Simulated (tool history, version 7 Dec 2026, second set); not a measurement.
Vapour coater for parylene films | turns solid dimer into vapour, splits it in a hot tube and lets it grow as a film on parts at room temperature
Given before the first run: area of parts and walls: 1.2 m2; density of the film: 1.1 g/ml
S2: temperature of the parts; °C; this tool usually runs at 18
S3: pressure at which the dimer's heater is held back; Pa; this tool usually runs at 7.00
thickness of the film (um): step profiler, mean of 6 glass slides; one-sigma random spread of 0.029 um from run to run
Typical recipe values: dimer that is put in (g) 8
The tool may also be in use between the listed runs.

run 1 hour=0.0 | dimer_that_is_put_in_(g)=8 S2=18 S3=7.00 | thickness_of_the_film_(um)=2.53
run 2 hour=22.0 | dimer_that_is_put_in_(g)=8 S2=18 S3=7.00 | thickness_of_the_film_(um)=2.57
run 3 hour=65.2 | dimer_that_is_put_in_(g)=8 S2=28 S3=7.00 | thickness_of_the_film_(um)=2.14
run 4 hour=93.9 | dimer_that_is_put_in_(g)=8 S2=28 S3=7.00 | thickness_of_the_film_(um)=2.12
run 5 hour=123.4 | dimer_that_is_put_in_(g)=8 S2=28 S3=7.00 | thickness_of_the_film_(um)=2.12
run 6 hour=174.5 | dimer_that_is_put_in_(g)=8 S2=28 S3=7.00 | thickness_of_the_film_(um)=2.09
run 7 hour=203.3 | dimer_that_is_put_in_(g)=8 S2=28 S3=7.00 | thickness_of_the_film_(um)=2.14
run 8 hour=249.0 | dimer_that_is_put_in_(g)=8 S2=28 S3=7.00 | thickness_of_the_film_(um)=2.08
run 9 hour=277.1 | dimer_that_is_put_in_(g)=8 S2=18 S3=2.87 | thickness_of_the_film_(um)=3.00
run 10 hour=325.5 | dimer_that_is_put_in_(g)=8 S2=13 S3=2.87 | thickness_of_the_film_(um)=3.31
run 11 hour=368.4 | dimer_that_is_put_in_(g)=8 S2=18 S3=7.00 | thickness_of_the_film_(um)=2.45
run 12 hour=417.4 | dimer_that_is_put_in_(g)=8 S2=18 S3=7.00 | thickness_of_the_film_(um)=2.32
run 13 hour=468.0 | dimer_that_is_put_in_(g)=8 S2=18 S3=7.00 | thickness_of_the_film_(um)=2.37
run 14 hour=505.9 | dimer_that_is_put_in_(g)=8 S2=18 S3=7.00 | thickness_of_the_film_(um)=2.36
run 15 hour=530.2 | dimer_that_is_put_in_(g)=8 S2=18 S3=7.00 | thickness_of_the_film_(um)=2.39
run 16 hour=573.0 | dimer_that_is_put_in_(g)=8 S2=18 S3=7.00 | thickness_of_the_film_(um)=2.26
run 17 hour=600.8 | dimer_that_is_put_in_(g)=8 S2=24 S3=7.00 | thickness_of_the_film_(um)=2.12
run 18 hour=631.9 | dimer_that_is_put_in_(g)=8 S2=28 S3=7.00 | thickness_of_the_film_(um)=1.95
run 19 hour=655.2 | dimer_that_is_put_in_(g)=8 S2=28 S3=7.00 | thickness_of_the_film_(um)=1.94
-- hour=677.4 table's thermometer calibrated
run 20 hour=679.1 | dimer_that_is_put_in_(g)=8 S2=16 S3=7.00 | thickness_of_the_film_(um)=2.41
run 21 hour=729.7 | dimer_that_is_put_in_(g)=8 S2=16 S3=7.00 | thickness_of_the_film_(um)=2.39
-- hour=774.8 trap's valve overhauled
run 22 hour=774.8 | dimer_that_is_put_in_(g)=8 S2=18 S3=4.45 | thickness_of_the_film_(um)=2.93
run 23 hour=808.7 | dimer_that_is_put_in_(g)=8 S2=18 S3=4.45 | thickness_of_the_film_(um)=2.88
run 24 hour=843.8 | dimer_that_is_put_in_(g)=8 S2=18 S3=4.45 | thickness_of_the_film_(um)=2.83
run 25 hour=896.7 | dimer_that_is_put_in_(g)=8 S2=18 S3=4.45 | thickness_of_the_film_(um)=2.83
run 26 hour=923.5 | dimer_that_is_put_in_(g)=8 S2=18 S3=4.45 | thickness_of_the_film_(um)=2.78
run 27 hour=958.9 | dimer_that_is_put_in_(g)=8 S2=18 S3=4.45 | thickness_of_the_film_(um)=2.75
run 28 hour=993.2 | dimer_that_is_put_in_(g)=8 S2=18 S3=4.45 | thickness_of_the_film_(um)=2.73
run 29 hour=1024.6 | dimer_that_is_put_in_(g)=8 S2=15 S3=7.00 | thickness_of_the_film_(um)=2.61
run 30 hour=1053.1 | dimer_that_is_put_in_(g)=8 S2=18 S3=2.81 | thickness_of_the_film_(um)=3.10
run 31 hour=1102.5 | dimer_that_is_put_in_(g)=8 S2=18 S3=9.97 | thickness_of_the_film_(um)=2.26
run 32 hour=1134.1 | dimer_that_is_put_in_(g)=7 S2=22 S3=9.97 | thickness_of_the_film_(um)=1.86
run 33 hour=1182.3 | dimer_that_is_put_in_(g)=5 S2=14 S3=2.48 | thickness_of_the_film_(um)=2.08
run 34 hour=1217.9 | dimer_that_is_put_in_(g)=8 S2=17 S3=5.14 | thickness_of_the_film_(um)=2.63
run 35 hour=1244.4 | dimer_that_is_put_in_(g)=12 S2=18 S3=3.79 | thickness_of_the_film_(um)=4.15
run 36 hour=1276.3 | dimer_that_is_put_in_(g)=6 S2=11 S3=5.24 | thickness_of_the_film_(um)=2.16
run 37 hour=1323.2 | dimer_that_is_put_in_(g)=4 S2=22 S3=3.70 | thickness_of_the_film_(um)=1.24
run 38 hour=1347.0 | dimer_that_is_put_in_(g)=9 S2=23 S3=4.11 | thickness_of_the_film_(um)=2.73
run 39 hour=1400.9 | dimer_that_is_put_in_(g)=11 S2=11 S3=7.82 | thickness_of_the_film_(um)=3.48
run 40 hour=1424.4 | dimer_that_is_put_in_(g)=11 S2=11 S3=7.82 | thickness_of_the_film_(um)=3.47
run 41 hour=1456.7 | dimer_that_is_put_in_(g)=8 S2=20 S3=4.62 | thickness_of_the_film_(um)=2.48
run 42 hour=1481.7 | dimer_that_is_put_in_(g)=4 S2=15 S3=4.86 | thickness_of_the_film_(um)=1.33
run 43 hour=1529.4 | dimer_that_is_put_in_(g)=4 S2=15 S3=4.86 | thickness_of_the_film_(um)=1.30
-- hour=1551.6 trap's valve overhauled
run 44 hour=1587.9 | dimer_that_is_put_in_(g)=13 S2=18 S3=11.66 | thickness_of_the_film_(um)=3.64

3 ways to go on from here, each from the tool as it stands after run 44. What would each give?
run A hour=1620.0 | dimer_that_is_put_in_(g)=4 S2=14 S3=3.92 | thickness_of_the_film_(um)=?
run B hour=1620.0 | dimer_that_is_put_in_(g)=8 S2=18 S3=7.00 | thickness_of_the_film_(um)=?
run C hour=1620.0 | dimer_that_is_put_in_(g)=13 S2=18 S3=10.65 | thickness_of_the_film_(um)=?

run=A thickness_of_the_film_(um)=1.54
run=B thickness_of_the_film_(um)=2.52
run=C thickness_of_the_film_(um)=3.71
With no hidden state in the tool, these same runs would have given:
run=A thickness_of_the_film_(um)=1.57
run=B thickness_of_the_film_(um)=2.57
run=C thickness_of_the_film_(um)=3.79
